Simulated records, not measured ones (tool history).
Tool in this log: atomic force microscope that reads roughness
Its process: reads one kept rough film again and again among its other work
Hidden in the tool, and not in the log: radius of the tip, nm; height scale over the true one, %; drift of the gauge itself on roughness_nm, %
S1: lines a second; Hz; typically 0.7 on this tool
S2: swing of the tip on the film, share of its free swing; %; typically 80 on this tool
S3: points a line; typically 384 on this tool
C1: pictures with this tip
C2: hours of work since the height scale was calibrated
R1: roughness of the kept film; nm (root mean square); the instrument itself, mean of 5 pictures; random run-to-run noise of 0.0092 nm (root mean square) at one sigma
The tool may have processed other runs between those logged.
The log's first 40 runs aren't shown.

run    hour     S1  S2   S3   C1    C2     R1
 41  2117.2  3.871  66  553  192  1224  1.893
     2130.5  -- new tip fitted
 42  2191.4  1.562  86  881  132  1277  1.876
     2230.7  -- new tip fitted
 43  2239.9  0.961  86  333   20  1312  1.943
 44  2272.6  0.961  86  679   91  1336  1.999
     2293.5  -- height scale calibrated on a step standard
 45  2313.9  0.543  87  315  178    15  2.018
     2332.3  -- new tip fitted
 46  2365.2  0.543  87  315   71    52  2.036
     2434.1  -- new tip fitted
 47  2436.9  0.543  87  315    6   104  2.032
 48  2504.3    0.7  79  274  152   153  2.036
     2530.6  -- new tip fitted
 49  2548.8    0.7  79  274   40   185  2.046

Predict each of these 5 candidate next runs independently; none follows another, all start after run 49:
  A  2590.9    0.7  73  384  131  215   ?
  B  2590.9  0.572  64  454  131  215   ?
  C  2590.9    0.7  60  723  131  215   ?
  D  2590.9    0.7  80  772  131  215   ?
  E  2590.9  1.864  79  767  131  215   ?

run     R1
  A  2.093
  B  2.152
  C  2.165
  D  2.093
  E  1.919
Take away the tool's hidden state, keep each run's random variation, and the runs would have read:
run     R1
  A  2.099
  B  2.158
  C  2.171
  D  2.099
  E  1.924
